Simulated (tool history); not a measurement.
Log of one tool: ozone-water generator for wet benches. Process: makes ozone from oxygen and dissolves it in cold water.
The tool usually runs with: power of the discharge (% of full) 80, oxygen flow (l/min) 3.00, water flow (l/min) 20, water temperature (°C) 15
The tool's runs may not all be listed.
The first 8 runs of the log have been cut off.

run,hour,power of the discharge (% of full),oxygen flow (l/min),water flow (l/min),water temperature (°C),dissolved ozone (ppm),ozone in the gas ahead of the water (g/m3)
9,786.4,80,3.00,30,15,11.5,208.2
10,854.3,80,3.00,30,15,11.5,206.7
# hour 902.5: water thermometer calibrated
11,967.1,57,3.00,30,15,9.4,171.2
12,1046.7,57,3.00,30,20,9.1,171.7
13,1166.4,57,3.00,30,20,9.4,174.7
14,1237.6,57,3.00,30,20,9.2,173.4
15,1347.6,80,3.00,20,15,17.5,207.0
16,1482.2,80,3.00,20,15,17.7,209.5
17,1545.3,80,3.00,20,15,17.4,207.2
18,1665.8,80,3.06,20,15,17.5,205.6
19,1768.7,80,3.24,20,9,18.4,197.5
20,1872.8,71,5.08,17,16,18.5,138.9
21,1958.3,71,5.08,29,8,12.5,139.4
22,2046.2,71,5.08,29,8,12.7,138.0
23,2182.3,71,5.22,22,8,16.5,137.0
24,2310.7,71,5.22,22,8,16.3,137.8
25,2370.0,71,1.65,22,11,14.1,283.8
26,2452.1,71,1.65,22,11,14.2,286.5
27,2554.8,43,2.39,14,8,18.2,171.0
28,2636.9,80,3.00,22,14,15.9,207.4
29,2715.3,91,3.00,22,17,16.7,222.6
# hour 2794.3: contactor cleaned
30,2833.5,95,3.03,13,10,29.6,226.1
31,2949.3,80,4.13,13,15,24.6,170.4
32,3086.9,74,3.00,20,19,16.2,195.5

Alternative continuations, all from the tool just after run 32; predict every row:
A,3153.6,80,2.33,20,15,?,?
B,3153.6,75,5.07,20,15,?,?
C,3153.6,80,3.00,13,15,?,?

run,dissolved ozone (ppm),ozone in the gas ahead of the water (g/m3)
A,16.8,242.7
B,17.0,143.3
C,25.3,207.4
Take away the tool's hidden state, keep each run's random variation, and the runs would have read:
run,dissolved ozone (ppm),ozone in the gas ahead of the water (g/m3)
A,16.9,243.3
B,17.0,143.6
C,25.3,207.9

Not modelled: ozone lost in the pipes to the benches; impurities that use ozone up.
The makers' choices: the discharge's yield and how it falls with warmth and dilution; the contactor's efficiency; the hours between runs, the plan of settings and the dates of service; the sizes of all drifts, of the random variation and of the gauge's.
